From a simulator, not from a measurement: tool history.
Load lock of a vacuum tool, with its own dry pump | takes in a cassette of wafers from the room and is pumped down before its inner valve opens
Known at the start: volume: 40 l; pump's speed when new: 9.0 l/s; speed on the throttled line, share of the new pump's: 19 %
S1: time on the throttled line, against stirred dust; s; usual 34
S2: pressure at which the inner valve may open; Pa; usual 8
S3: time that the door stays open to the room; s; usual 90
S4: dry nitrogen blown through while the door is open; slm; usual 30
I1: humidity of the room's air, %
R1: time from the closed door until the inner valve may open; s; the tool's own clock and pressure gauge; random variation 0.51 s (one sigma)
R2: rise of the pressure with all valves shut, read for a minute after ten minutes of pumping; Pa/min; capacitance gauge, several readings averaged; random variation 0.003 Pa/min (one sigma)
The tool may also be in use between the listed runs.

{"run": 1, "hour": 0.0, "S1": 34, "S2": 8, "S3": 90, "S4": 30, "I1": 44.4, "R1": 72.1, "R2": 0.271}
{"run": 2, "hour": 57.2, "S1": 34, "S2": 8, "S3": 90, "S4": 30, "I1": 49.9, "R1": 72.4, "R2": 0.271}
{"run": 3, "hour": 138.3, "S1": 34, "S2": 8, "S3": 90, "S4": 30, "I1": 43.9, "R1": 72.2, "R2": 0.263}
{"run": 4, "hour": 217.5, "S1": 34, "S2": 8, "S3": 90, "S4": 30, "I1": 46.1, "R1": 73.8, "R2": 0.27}
{"run": 5, "hour": 331.8, "S1": 34, "S2": 8, "S3": 90, "S4": 30, "I1": 44.5, "R1": 73.4, "R2": 0.27}
{"run": 6, "hour": 437.2, "S1": 34, "S2": 8, "S3": 171, "S4": 30, "I1": 42.8, "R1": 73.4, "R2": 0.285}
{"run": 7, "hour": 502.9, "S1": 34, "S2": 8, "S3": 171, "S4": 30, "I1": 42.1, "R1": 73.9, "R2": 0.288}
{"run": 8, "hour": 594.8, "S1": 34, "S2": 8, "S3": 171, "S4": 30, "I1": 43.5, "R1": 73.0, "R2": 0.298}
{"run": 9, "hour": 718.9, "S1": 34, "S2": 8, "S3": 171, "S4": 30, "I1": 44.1, "R1": 73.8, "R2": 0.298}
{"run": 10, "hour": 792.6, "S1": 34, "S2": 8, "S3": 171, "S4": 30, "I1": 49.7, "R1": 74.1, "R2": 0.305}
{"run": 11, "hour": 907.1, "S1": 34, "S2": 8, "S3": 90, "S4": 30, "I1": 43.7, "R1": 73.5, "R2": 0.292}
{"run": 12, "hour": 1008.1, "S1": 34, "S2": 8, "S3": 90, "S4": 30, "I1": 45.2, "R1": 73.0, "R2": 0.3}
{"run": 13, "hour": 1118.4, "S1": 34, "S2": 8, "S3": 90, "S4": 30, "I1": 45.8, "R1": 73.2, "R2": 0.307}
{"run": 14, "hour": 1232.8, "S1": 34, "S2": 8, "S3": 90, "S4": 21, "I1": 44.6, "R1": 74.4, "R2": 0.309}
{"run": 15, "hour": 1326.0, "S1": 34, "S2": 8, "S3": 90, "S4": 30, "I1": 46.7, "R1": 74.3, "R2": 0.315}
{"run": 16, "hour": 1424.8, "S1": 34, "S2": 8, "S3": 90, "S4": 30, "I1": 43.6, "R1": 73.7, "R2": 0.311}
{"run": 17, "hour": 1485.4, "S1": 38, "S2": 8, "S3": 90, "S4": 30, "I1": 42.0, "R1": 78.3, "R2": 0.312}
{"run": 18, "hour": 1572.5, "S1": 43, "S2": 8, "S3": 90, "S4": 25, "I1": 47.3, "R1": 81.8, "R2": 0.322}
{"run": 19, "hour": 1666.9, "S1": 37, "S2": 14, "S3": 186, "S4": 30, "I1": 44.3, "R1": 74.6, "R2": 0.331}
{"run": 20, "hour": 1734.7, "S1": 20, "S2": 8, "S3": 186, "S4": 30, "I1": 45.1, "R1": 63.5, "R2": 0.336}
{"run": 21, "hour": 1822.7, "S1": 65, "S2": 8, "S3": 39, "S4": 30, "I1": 44.6, "R1": 98.4, "R2": 0.321}
{"run": 22, "hour": 1943.5, "S1": 65, "S2": 8, "S3": 39, "S4": 30, "I1": 46.3, "R1": 99.5, "R2": 0.328}
{"run": 23, "hour": 2049.5, "S1": 65, "S2": 8, "S3": 39, "S4": 30, "I1": 41.5, "R1": 98.5, "R2": 0.323}
{"run": 24, "hour": 2139.7, "S1": 65, "S2": 9, "S3": 26, "S4": 30, "I1": 44.4, "R1": 98.0, "R2": 0.324}
{"run": 25, "hour": 2244.2, "S1": 65, "S2": 9, "S3": 26, "S4": 30, "I1": 44.9, "R1": 98.5, "R2": 0.32}
{"run": 26, "hour": 2326.5, "S1": 65, "S2": 9, "S3": 59, "S4": 16, "I1": 47.5, "R1": 98.4, "R2": 0.354}
{"run": 27, "hour": 2438.5, "S1": 34, "S2": 8, "S3": 65, "S4": 30, "I1": 42.9, "R1": 74.8, "R2": 0.354}
{"run": 28, "hour": 2531.2, "S1": 34, "S2": 8, "S3": 90, "S4": 4, "I1": 43.4, "R1": 75.6, "R2": 0.388}

Some steps in R1 between neighbouring runs. How much of each would the tool show without its hidden state too (settings, what came in, random variation), and how much is left for the hidden state, with any gauge scatter that isn't in both results?
The hidden state here: pump's speed, % of a new pump's; leak at the door's seal, Pa l/s; drift of the gauge itself on ready_s, %; drift of the gauge itself on rise_pa_min, %.
Run 20 -> 21: S1 20 -> 65, S3 186 -> 39. R1 +34.9 s: hidden state -1.0, all else +35.9.
Run 26 -> 27: S1 65 -> 34, S2 9 -> 8, S3 59 -> 65, S4 16 -> 30. R1 -23.6 s: hidden state +1.0, all else -24.6.
